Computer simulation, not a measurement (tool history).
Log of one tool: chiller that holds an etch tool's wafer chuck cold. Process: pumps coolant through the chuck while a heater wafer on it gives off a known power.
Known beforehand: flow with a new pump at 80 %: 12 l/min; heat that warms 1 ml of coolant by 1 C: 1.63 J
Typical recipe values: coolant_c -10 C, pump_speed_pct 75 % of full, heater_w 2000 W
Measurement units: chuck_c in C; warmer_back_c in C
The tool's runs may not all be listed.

run,hour,coolant_c,pump_speed_pct,heater_w,chuck_c,warmer_back_c
1,0,-10,75,2000,6.8,7.05
2,98.9,-10,75,2000,6.6,7.02
3,212.7,-10,75,2000,6.8,7.07
4,304.4,-10,75,2000,7.2,7.02
5,502.8,-10,75,2000,7,7.13
6,612.4,-10,75,2000,7,7.06
7,734.6,-10,75,2000,7.1,7.07
8,831.4,-10,75,2000,7.4,7.08
9,918.2,-10,63,2000,10.2,8.68
10,1066.2,-10,65,2000,9.8,8.32
11,1169.5,-10,65,2000,9.9,8.32
12,1325.9,-10,65,2000,9.8,8.39
13,1452.8,-10,65,2000,10.2,8.48
14,1583.9,-10,65,2000,10.2,8.4
15,1748,-10,75,2000,7.8,7.17
16,1841.4,-10,75,2000,8,7.16
17,2042.7,-16,93,2000,-0.9,5.65
18,2137.4,-2,91,2000,13.3,5.8
19,2326.6,-20,60,2000,2.2,9.29
# hour 2361: coolant changed, channels flushed
20,2483.5,-4,75,2000,11.5,7.35
# hour 2565.5: chiller's thermometer calibrated
21,2638.9,-10,89,2740,8,8.25
# hour 2658.7: coolant pump overhauled
22,2789.4,-3,69,2461,18.5,10.48
23,2975.7,-6,80,1552,5.8,5.63
24,3180.4,-10,76,1961,5.9,7.51
25,3289.8,-1,63,2000,18.3,9.53
26,3376.5,-9,69,2776,15.8,11.96
# hour 3557.3: coolant pump overhauled, once more
27,3571.4,-15,90,1244,-7.3,3.34
28,3744.5,-10,75,1099,-1.7,3.67
29,3867,-10,98,1116,-3.6,2.71
30,4013.8,-10,90,1538,-0.1,4.18
31,4118.5,-10,90,1538,-0.3,4.15

Results per run with the tool's hidden condition removed, run-to-run variation unchanged:
The hidden state here: heat passed by the chuck's channels, % of clean ones'; flow at a given pump speed, % of a new pump's; coolant's true temperature over the reading, C; drift of the gauge itself on chuck_c, C; drift of the gauge itself on warmer_back_c, C.
run,chuck_c,warmer_back_c
1,4.2,6.66
2,3.9,6.62
3,4,6.66
4,4.3,6.6
5,4.1,6.69
6,4,6.61
7,4,6.6
8,4.3,6.6
9,6.5,8.08
10,6.1,7.73
11,6.1,7.71
12,5.9,7.76
13,6.1,7.83
14,6.1,7.74
15,4.1,6.58
16,4.1,6.57
17,-4.2,5.17
18,9.8,5.3
19,-2.8,8.45
20,9.9,6.68
21,6.4,7.47
22,15.6,8.93
23,4.1,4.78
24,3.6,6.35
25,15.4,8.04
26,12.1,10.08
27,-7.6,3.33
28,-2.1,3.64
29,-4,2.68
30,-0.7,4.13
31,-0.9,4.1

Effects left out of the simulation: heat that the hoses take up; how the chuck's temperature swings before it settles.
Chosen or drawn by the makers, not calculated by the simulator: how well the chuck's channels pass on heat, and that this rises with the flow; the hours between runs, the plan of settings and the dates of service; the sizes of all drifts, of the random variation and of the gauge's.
